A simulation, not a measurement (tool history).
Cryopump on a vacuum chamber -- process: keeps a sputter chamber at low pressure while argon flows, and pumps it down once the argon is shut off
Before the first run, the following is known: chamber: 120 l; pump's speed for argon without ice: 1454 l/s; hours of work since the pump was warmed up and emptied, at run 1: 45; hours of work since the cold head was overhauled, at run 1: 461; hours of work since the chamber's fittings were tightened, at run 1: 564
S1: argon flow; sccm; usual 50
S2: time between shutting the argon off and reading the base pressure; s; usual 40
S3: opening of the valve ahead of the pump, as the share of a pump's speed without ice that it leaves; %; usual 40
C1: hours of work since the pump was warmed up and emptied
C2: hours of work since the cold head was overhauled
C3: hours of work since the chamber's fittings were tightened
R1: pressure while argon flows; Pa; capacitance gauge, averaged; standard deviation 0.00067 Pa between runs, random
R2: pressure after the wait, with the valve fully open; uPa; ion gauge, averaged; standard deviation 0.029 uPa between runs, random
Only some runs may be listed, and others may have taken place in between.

run	hour	S1	S2	S3	C1	C2	C3	R1	R2
1	0	50	40	40	45	461	564	0.1467	2.01
2	13.2	50	40	40	52	467	570	0.1472	2.01
3	30	50	40	40	60	476	579	0.147	1.94
4	52.5	50	40	40	71	487	590	0.1472	1.94
5	79	50	40	40	84	500	603	0.1472	2.03
6	96.2	50	40	41	93	508	611	0.1443	1.98
7	110.4	50	40	41	100	515	618	0.1458	2.05
8	129.9	50	40	41	109	525	628	0.1465	2.06
9	153.1	50	40	41	121	536	639	0.1453	2.1
10	181	50	40	40	134	550	653	0.1468	2.03
11	195.4	50	40	40	141	557	660	0.1498	2.03
12	209.6	50	40	40	148	564	667	0.1489	2.11
13	240	50	40	40	163	579	682	0.1492	2.14
14	254.3	50	40	40	170	586	689	0.1473	2.15
15	284.6	50	40	40	185	601	704	0.1491	2.09
16	301.9	50	40	40	194	609	712	0.1501	2.2
17	330.8	50	40	40	208	624	727	0.1494	2.09
18	360	50	40	40	222	638	741	0.1501	2.23
19	375.2	50	241	19	230	645	748	0.3134	1.17
20	402.8	50	241	19	243	659	762	0.3102	1.17
21	426.7	31	38	25	255	671	774	0.1475	2.29
22	451.4	32	71	25	267	683	786	0.1525	1.76
23	473.5	22	71	54	278	694	797	0.0499	1.72
24	500.5	50	262	40	291	707	810	0.1517	1.22
25	515.8	67	172	19	299	715	818	0.4149	1.31
26	537.1	67	172	19	309	725	828	0.418	1.4
27	560.1	87	179	17	321	736	839	0.6091	1.36
28	574.7	87	179	17	328	744	847	0.6075	1.36
29	595.5	78	40	52	338	754	857	0.1856	2.36
30	612	70	296	21	346	762	865	0.3961	1.31
31	631.4	66	36	18	356	771	874	0.432	2.47
32	651.2	66	36	18	365	781	884	0.4368	2.42
33	674.1	66	36	18	377	792	895	0.4373	2.53
34	691.1	66	36	18	385	801	904	0.4348	2.46

4 options for the next run, each taken on its own from the tool as it stands now. Forecast them:
A	721.9	66	36	33	400	816	919	?	?
B	721.9	36	274	18	400	816	919	?	?
C	721.9	66	106	43	400	816	919	?	?
D	721.9	22	23	18	400	816	919	?	?

run	R1	R2
A	0.242	2.56
B	0.2395	1.33
C	0.1897	1.69
D	0.1454	3.34
Without the tool's unlogged condition, the same runs would have read:
run	R1	R2
A	0.2307	1.58
B	0.2333	0.37
C	0.1783	0.68
D	0.1416	2.35

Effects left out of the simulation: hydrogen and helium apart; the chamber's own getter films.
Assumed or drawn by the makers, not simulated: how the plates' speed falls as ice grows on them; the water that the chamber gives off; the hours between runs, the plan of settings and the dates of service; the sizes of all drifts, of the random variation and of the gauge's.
